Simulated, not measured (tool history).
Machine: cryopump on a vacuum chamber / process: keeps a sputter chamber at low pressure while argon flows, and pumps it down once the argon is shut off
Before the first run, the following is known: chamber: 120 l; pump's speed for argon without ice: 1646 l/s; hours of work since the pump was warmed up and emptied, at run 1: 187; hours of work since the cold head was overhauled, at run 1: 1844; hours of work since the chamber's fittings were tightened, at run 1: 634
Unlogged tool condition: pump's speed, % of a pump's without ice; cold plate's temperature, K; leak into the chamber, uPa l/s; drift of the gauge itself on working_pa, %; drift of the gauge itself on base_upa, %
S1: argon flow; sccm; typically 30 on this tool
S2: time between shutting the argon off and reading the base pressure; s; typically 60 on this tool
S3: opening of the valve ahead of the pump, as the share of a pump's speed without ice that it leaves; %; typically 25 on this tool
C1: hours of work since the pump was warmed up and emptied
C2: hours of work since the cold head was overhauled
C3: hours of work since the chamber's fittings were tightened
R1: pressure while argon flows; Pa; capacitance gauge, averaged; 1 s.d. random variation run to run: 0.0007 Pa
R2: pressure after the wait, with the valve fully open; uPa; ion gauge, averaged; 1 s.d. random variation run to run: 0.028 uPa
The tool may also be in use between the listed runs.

{"run": 1, "hour": 0.0, "S1": 30, "S2": 60, "S3": 25, "C1": 187, "C2": 1844, "C3": 634, "R1": 0.1296, "R2": 2.25}
{"run": 2, "hour": 32.3, "S1": 30, "S2": 60, "S3": 25, "C1": 208, "C2": 1865, "C3": 655, "R1": 0.1301, "R2": 2.22}
{"run": 3, "hour": 99.7, "S1": 30, "S2": 60, "S3": 25, "C1": 252, "C2": 1909, "C3": 699, "R1": 0.1331, "R2": 2.36}
{"run": 4, "hour": 157.0, "S1": 30, "S2": 60, "S3": 25, "C1": 290, "C2": 1946, "C3": 737, "R1": 0.134, "R2": 2.44}
{"hour": 197.1, "done": "pump warmed up, emptied and cooled again"}
{"run": 5, "hour": 218.8, "S1": 30, "S2": 60, "S3": 25, "C1": 14, "C2": 1983, "C3": 774, "R1": 0.1247, "R2": 2.27}
{"run": 6, "hour": 289.1, "S1": 30, "S2": 60, "S3": 25, "C1": 60, "C2": 2029, "C3": 819, "R1": 0.1248, "R2": 2.36}
{"run": 7, "hour": 360.3, "S1": 37, "S2": 60, "S3": 25, "C1": 106, "C2": 2075, "C3": 866, "R1": 0.159, "R2": 2.51}
{"run": 8, "hour": 414.0, "S1": 30, "S2": 60, "S3": 35, "C1": 141, "C2": 2110, "C3": 901, "R1": 0.0933, "R2": 2.58}
{"run": 9, "hour": 489.1, "S1": 30, "S2": 60, "S3": 35, "C1": 190, "C2": 2159, "C3": 950, "R1": 0.096, "R2": 2.71}
{"run": 10, "hour": 530.6, "S1": 30, "S2": 60, "S3": 35, "C1": 217, "C2": 2186, "C3": 977, "R1": 0.0982, "R2": 2.78}
{"run": 11, "hour": 584.2, "S1": 30, "S2": 60, "S3": 35, "C1": 252, "C2": 2221, "C3": 1012, "R1": 0.0988, "R2": 2.92}
{"run": 12, "hour": 656.0, "S1": 30, "S2": 236, "S3": 25, "C1": 299, "C2": 2268, "C3": 1058, "R1": 0.1367, "R2": 2.32}
{"hour": 681.5, "done": "pump warmed up, emptied and cooled again"}
{"run": 13, "hour": 709.0, "S1": 21, "S2": 236, "S3": 25, "C1": 18, "C2": 2299, "C3": 1090, "R1": 0.0863, "R2": 1.8}
{"run": 14, "hour": 776.4, "S1": 21, "S2": 236, "S3": 25, "C1": 62, "C2": 2343, "C3": 1134, "R1": 0.0893, "R2": 1.97}
{"run": 15, "hour": 850.7, "S1": 21, "S2": 236, "S3": 25, "C1": 110, "C2": 2392, "C3": 1182, "R1": 0.0888, "R2": 2.12}
{"run": 16, "hour": 880.9, "S1": 21, "S2": 207, "S3": 51, "C1": 130, "C2": 2411, "C3": 1202, "R1": 0.0453, "R2": 2.17}
{"run": 17, "hour": 939.4, "S1": 15, "S2": 207, "S3": 51, "C1": 168, "C2": 2449, "C3": 1240, "R1": 0.0338, "R2": 2.29}
{"run": 18, "hour": 986.9, "S1": 30, "S2": 138, "S3": 25, "C1": 199, "C2": 2480, "C3": 1271, "R1": 0.1311, "R2": 2.57}
{"run": 19, "hour": 1035.1, "S1": 39, "S2": 24, "S3": 25, "C1": 230, "C2": 2512, "C3": 1302, "R1": 0.1731, "R2": 4.93}
{"run": 20, "hour": 1107.7, "S1": 20, "S2": 24, "S3": 36, "C1": 278, "C2": 2559, "C3": 1349, "R1": 0.066, "R2": 5.21}
{"hour": 1165.3, "done": "pump warmed up, emptied and cooled again"}
{"run": 21, "hour": 1169.5, "S1": 33, "S2": 153, "S3": 57, "C1": 3, "C2": 2596, "C3": 1386, "R1": 0.061, "R2": 2.34}
{"run": 22, "hour": 1214.4, "S1": 33, "S2": 153, "S3": 17, "C1": 32, "C2": 2625, "C3": 1416, "R1": 0.2031, "R2": 2.45}

Run 23 comes next. What will it give?
{"run": 23, "hour": 1284.1, "S1": 55, "S2": 201, "S3": 40, "C1": 77, "C2": 2671, "C3": 1461, "R1": "?", "R2": "?"}

Run 23 gave R1 0.1477 Pa, R2 2.43 uPa.
If the tool had no hidden condition, the same run with the same run-to-run variation would have returned R1 0.1408 Pa, R2 0.49 uPa.
